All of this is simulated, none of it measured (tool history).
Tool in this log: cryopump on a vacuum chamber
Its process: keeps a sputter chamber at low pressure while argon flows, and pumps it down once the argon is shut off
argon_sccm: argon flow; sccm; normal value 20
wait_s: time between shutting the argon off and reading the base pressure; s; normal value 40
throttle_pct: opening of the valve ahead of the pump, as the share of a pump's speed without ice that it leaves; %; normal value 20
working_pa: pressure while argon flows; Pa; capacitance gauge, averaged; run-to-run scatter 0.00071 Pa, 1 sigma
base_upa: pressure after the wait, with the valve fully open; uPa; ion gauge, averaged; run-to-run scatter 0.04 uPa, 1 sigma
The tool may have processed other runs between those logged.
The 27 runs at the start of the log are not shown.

run 28 hour=311.5 | argon_sccm=18 wait_s=89 throttle_pct=20 | working_pa=0.1183 base_upa=1.33
run 29 hour=319.2 | argon_sccm=18 wait_s=89 throttle_pct=20 | working_pa=0.1171 base_upa=1.35
run 30 hour=329.3 | argon_sccm=8 wait_s=66 throttle_pct=16 | working_pa=0.0649 base_upa=1.72
run 31 hour=342 | argon_sccm=20 wait_s=72 throttle_pct=20 | working_pa=0.1326 base_upa=1.54
run 32 hour=351.4 | argon_sccm=20 wait_s=72 throttle_pct=20 | working_pa=0.132 base_upa=1.52
run 33 hour=367.6 | argon_sccm=12 wait_s=96 throttle_pct=50 | working_pa=0.0333 base_upa=1.27
run 34 hour=377.9 | argon_sccm=10 wait_s=24 throttle_pct=24 | working_pa=0.0545 base_upa=3.87
run 35 hour=393.8 | argon_sccm=16 wait_s=30 throttle_pct=20 | working_pa=0.1046 base_upa=3.17

Each row is a separate what-if for the run after 35, all from the same tool condition, not one after another. Results?
run A hour=405.7 | argon_sccm=28 wait_s=163 throttle_pct=32 | working_pa=? base_upa=?
run B hour=405.7 | argon_sccm=20 wait_s=40 throttle_pct=18 | working_pa=? base_upa=?
run C hour=405.7 | argon_sccm=20 wait_s=40 throttle_pct=52 | working_pa=? base_upa=?
run D hour=405.7 | argon_sccm=9 wait_s=65 throttle_pct=20 | working_pa=? base_upa=?

run=A working_pa=0.1175 base_upa=0.95
run=B working_pa=0.1455 base_upa=2.48
run=C working_pa=0.0543 base_upa=2.5
run=D working_pa=0.0596 base_upa=1.64
Stripped of hidden state, with their random variation kept, the same runs would have yielded:
run=A working_pa=0.111 base_upa=0.73
run=B working_pa=0.1409 base_upa=2.26
run=C working_pa=0.0497 base_upa=2.27
run=D working_pa=0.0575 base_upa=1.42
